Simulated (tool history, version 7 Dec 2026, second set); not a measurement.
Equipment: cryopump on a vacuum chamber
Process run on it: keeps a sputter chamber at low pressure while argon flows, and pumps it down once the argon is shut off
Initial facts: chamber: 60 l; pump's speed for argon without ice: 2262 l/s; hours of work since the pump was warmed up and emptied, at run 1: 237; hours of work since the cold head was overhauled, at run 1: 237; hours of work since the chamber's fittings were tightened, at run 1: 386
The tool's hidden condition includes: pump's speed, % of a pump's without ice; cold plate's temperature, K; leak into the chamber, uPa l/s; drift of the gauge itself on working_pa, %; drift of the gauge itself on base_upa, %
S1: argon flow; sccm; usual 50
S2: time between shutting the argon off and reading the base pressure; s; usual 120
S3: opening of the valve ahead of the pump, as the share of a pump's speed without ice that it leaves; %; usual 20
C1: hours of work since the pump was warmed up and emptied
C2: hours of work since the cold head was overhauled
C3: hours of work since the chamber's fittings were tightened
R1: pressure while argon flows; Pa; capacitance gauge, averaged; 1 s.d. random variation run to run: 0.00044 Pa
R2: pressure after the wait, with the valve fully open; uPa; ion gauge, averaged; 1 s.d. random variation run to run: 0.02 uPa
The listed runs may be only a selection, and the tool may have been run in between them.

run	hour	S1	S2	S3	C1	C2	C3	R1	R2
1	0	50	120	20	237	237	386	0.1901	0.91
2	23.2	50	178	20	248	248	396	0.1909	0.88
3	53.9	50	178	20	261	261	410	0.1904	0.89
4	67.2	50	120	20	267	267	416	0.1909	0.95
5	79.8	50	120	51	273	273	421	0.0773	1.01
6	102	50	120	51	282	282	431	0.0774	1.02
7	129.8	50	120	51	295	295	443	0.0771	1.01
8	155.4	50	114	51	306	306	455	0.0775	1.03
9	169.8	50	114	51	312	312	461	0.0778	1.04
10	184.9	47	120	20	319	319	468	0.1801	1.05
11	214.3	46	120	20	332	332	481	0.1764	1.11
12	236.5	46	120	20	342	342	491	0.1765	1.15
13	257.7	46	120	20	351	351	500	0.1767	1.12
14	270.4	46	120	20	357	357	506	0.1765	1.14
15	283.9	29	120	20	363	363	512	0.1109	1.17
16	313.8	29	120	20	376	376	525	0.1118	1.16
17	335.5	29	120	20	386	386	534	0.1113	1.17
18	351.2	44	55	20	393	393	541	0.1696	1.36
19	364.5	44	55	20	398	398	547	0.1693	1.41
20	381.3	44	152	20	406	406	555	0.1692	1.15
21	401.3	91	106	25	415	415	564	0.2814	1.26
22	417.5	91	106	25	422	422	571	0.2823	1.26
23	446	91	106	25	435	435	583	0.2836	1.32
24	459.7	91	29	19	441	441	589	0.3694	1.7
25	480.8	91	69	36	450	450	599	0.2004	1.46
26	496.8	91	69	36	457	457	606	0.201	1.43
27	519.4	22	29	20	467	467	616	0.085	1.81
# hour 530.4: pump warmed up, emptied and cooled again
28	551.6	76	275	30	9	479	628	0.1906	1.08
29	578.7	31	242	29	21	491	640	0.0801	1.16
30	594.4	64	151	25	28	498	647	0.1929	1.16
31	609.7	50	120	27	35	505	654	0.1393	1.18
32	635.7	23	38	27	47	516	665	0.0638	1.57
33	666.4	45	134	20	60	530	679	0.1689	1.26

Branching from run 33: 5 alternative next runs. What would each branch give?
A	685.4	45	119	49	69	538	687	?	?
B	685.4	45	33	48	69	538	687	?	?
C	685.4	29	134	20	69	538	687	?	?
D	685.4	45	222	20	69	538	687	?	?
E	685.4	35	28	27	69	538	687	?	?

run	R1	R2
A	0.0698	1.33
B	0.071	1.64
C	0.1088	1.29
D	0.1693	1.25
E	0.0974	1.8
Had the tool no hidden state, the same runs would have come out as:
run	R1	R2
A	0.0688	0.28
B	0.07	0.65
C	0.1081	0.26
D	0.1682	0.21
E	0.0966	0.75
